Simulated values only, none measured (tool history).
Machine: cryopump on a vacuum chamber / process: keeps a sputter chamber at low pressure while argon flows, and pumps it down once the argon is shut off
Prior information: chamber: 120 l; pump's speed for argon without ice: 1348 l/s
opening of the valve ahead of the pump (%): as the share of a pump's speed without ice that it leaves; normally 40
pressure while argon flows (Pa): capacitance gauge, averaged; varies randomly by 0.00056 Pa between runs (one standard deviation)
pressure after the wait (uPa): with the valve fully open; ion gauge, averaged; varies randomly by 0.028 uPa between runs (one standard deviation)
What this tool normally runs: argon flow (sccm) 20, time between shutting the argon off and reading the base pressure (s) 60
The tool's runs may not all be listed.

run   hour  argon flow (sccm)  time between shutting the argon off and reading the base pressure (s)  opening of the valve ahead of the pump (%)  pressure while argon flows (Pa)  pressure after the wait (uPa)
  1    0.0                 20                                                                     60                                          40                           0.0721                           2.42
  2   38.3                 20                                                                     60                                          40                           0.0736                           2.39
  3   63.5                 20                                                                     60                                          40                           0.0731                           2.48
  4   97.0                 20                                                                     60                                          40                           0.0747                           2.44
  5  119.7                 20                                                                     60                                          40                           0.0745                           2.51
  6  137.1                 20                                                                     60                                          40                           0.0749                           2.59
     175.9  -- pump warmed up, emptied and cooled again
  7  182.9                 20                                                                    148                                          40                           0.0638                           1.42
  8  200.8                 37                                                                     28                                          40                           0.1176                           3.37
  9  242.2                 32                                                                    151                                          47                           0.0870                           1.43
 10  281.1                 32                                                                    151                                          46                           0.0885                           1.44

Alternative continuations, all from the tool just after run 10; predict every row:
  A  316.2                 20                                                                    277                                          47                                ?                              ?
  B  316.2                 13                                                                     49                                          46                                ?                              ?
  C  316.2                 35                                                                     79                                          27                                ?                              ?
  D  316.2                 40                                                                    104                                          40                                ?                              ?
  E  316.2                 20                                                                    177                                          19                                ?                              ?

run  pressure while argon flows (Pa)  pressure after the wait (uPa)
  A                           0.0558                           1.35
  B                           0.0358                           2.51
  C                           0.1664                           1.97
  D                           0.1282                           1.76
  E                           0.1334                           1.51
The same runs, with their run-to-run variation unchanged, on a tool lacking any hidden condition would have given:
run  pressure while argon flows (Pa)  pressure after the wait (uPa)
  A                           0.0544                           0.47
  B                           0.0349                           1.61
  C                           0.1639                           1.08
  D                           0.1255                           0.87
  E                           0.1320                           0.63
